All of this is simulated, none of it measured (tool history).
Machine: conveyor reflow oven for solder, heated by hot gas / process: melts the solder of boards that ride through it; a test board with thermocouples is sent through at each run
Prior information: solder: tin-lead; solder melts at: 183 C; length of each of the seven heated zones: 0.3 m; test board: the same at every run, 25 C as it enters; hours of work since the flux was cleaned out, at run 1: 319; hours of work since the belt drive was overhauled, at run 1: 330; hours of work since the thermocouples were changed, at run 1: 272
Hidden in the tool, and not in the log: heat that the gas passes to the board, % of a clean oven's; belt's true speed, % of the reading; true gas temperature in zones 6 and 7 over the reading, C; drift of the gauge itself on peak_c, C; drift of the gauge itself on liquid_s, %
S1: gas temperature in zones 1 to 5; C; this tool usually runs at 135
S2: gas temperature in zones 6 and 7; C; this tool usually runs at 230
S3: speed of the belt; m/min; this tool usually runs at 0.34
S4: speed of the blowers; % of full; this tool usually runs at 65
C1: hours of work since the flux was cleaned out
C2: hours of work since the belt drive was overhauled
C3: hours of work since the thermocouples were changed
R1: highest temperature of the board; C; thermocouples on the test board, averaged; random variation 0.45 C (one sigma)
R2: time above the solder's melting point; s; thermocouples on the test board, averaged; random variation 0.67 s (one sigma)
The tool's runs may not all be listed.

run	hour	S1	S2	S3	S4	C1	C2	C3	R1	R2
1	0	135	230	0.34	65	319	330	272	215.6	76.9
2	9.9	135	230	0.34	65	325	336	279	216.4	77.3
3	23.3	135	230	0.34	65	334	345	288	215.7	77.9
4	38.8	135	230	0.34	65	345	356	298	214.7	75.5
5	52.1	135	230	0.369	65	353	364	307	213	66.9
6	59.4	135	230	0.34	65	358	369	312	215.5	77.3
7	75.2	135	235	0.34	65	369	380	322	220.6	82.6
8	81.9	135	235	0.34	65	373	384	326	220.1	80.4
# hour 91.1: flux residue cleaned out of gas plates and filters
9	96	135	235	0.34	65	3	390	332	221	80.1
10	102.7	135	235	0.34	65	8	394	337	219.8	81.5
11	113	144	230	0.34	65	14	401	344	216.9	84
12	121.5	144	230	0.34	65	20	407	349	217.5	83.4
13	128.3	135	230	0.34	54	25	411	354	212.3	71.9
14	139.3	135	230	0.34	54	32	419	361	211.7	71.6
15	147.9	135	230	0.34	54	38	424	367	212.8	72.7
16	160.5	135	230	0.34	54	46	433	375	212.5	72.8
17	174.4	135	230	0.34	54	55	442	384	211.9	71.3
18	188.6	135	230	0.331	52	64	451	394	212.9	73.9
19	197.7	135	230	0.331	52	70	457	400	211.6	74.1
20	208.2	135	235	0.34	65	77	464	407	220	79.9
21	215.6	135	235	0.34	65	82	469	412	219.9	82
22	222.9	135	226	0.295	65	87	474	416	215.6	91.5
23	230.9	133	221	0.295	65	92	479	422	211	84.4
24	245.1	122	228	0.295	65	102	489	431	216.8	85.2
25	256.2	123	230	0.34	84	109	496	438	218.1	76.5
26	268.8	128	230	0.376	65	117	504	447	211.2	61.6
27	277.3	128	230	0.376	65	123	510	452	211.6	61.5
28	293.5	135	232	0.341	65	134	521	463	217.4	78.3
29	303	135	237	0.339	76	140	527	469	224.6	85.3

Predict each of these 3 candidate next runs independently; none follows another, all start after run 29:
A	312.2	135	237	0.406	81	146	533	475	?	?
B	312.2	127	237	0.36	76	146	533	475	?	?
C	312.2	135	230	0.359	63	146	533	475	?	?

run	R1	R2
A	219.9	67.6
B	222.5	75.2
C	212.4	70.1
Take away the tool's hidden state, keep each run's random variation, and the runs would have read:
run	R1	R2
A	219.9	67.6
B	222.5	75.2
C	212.5	70.1

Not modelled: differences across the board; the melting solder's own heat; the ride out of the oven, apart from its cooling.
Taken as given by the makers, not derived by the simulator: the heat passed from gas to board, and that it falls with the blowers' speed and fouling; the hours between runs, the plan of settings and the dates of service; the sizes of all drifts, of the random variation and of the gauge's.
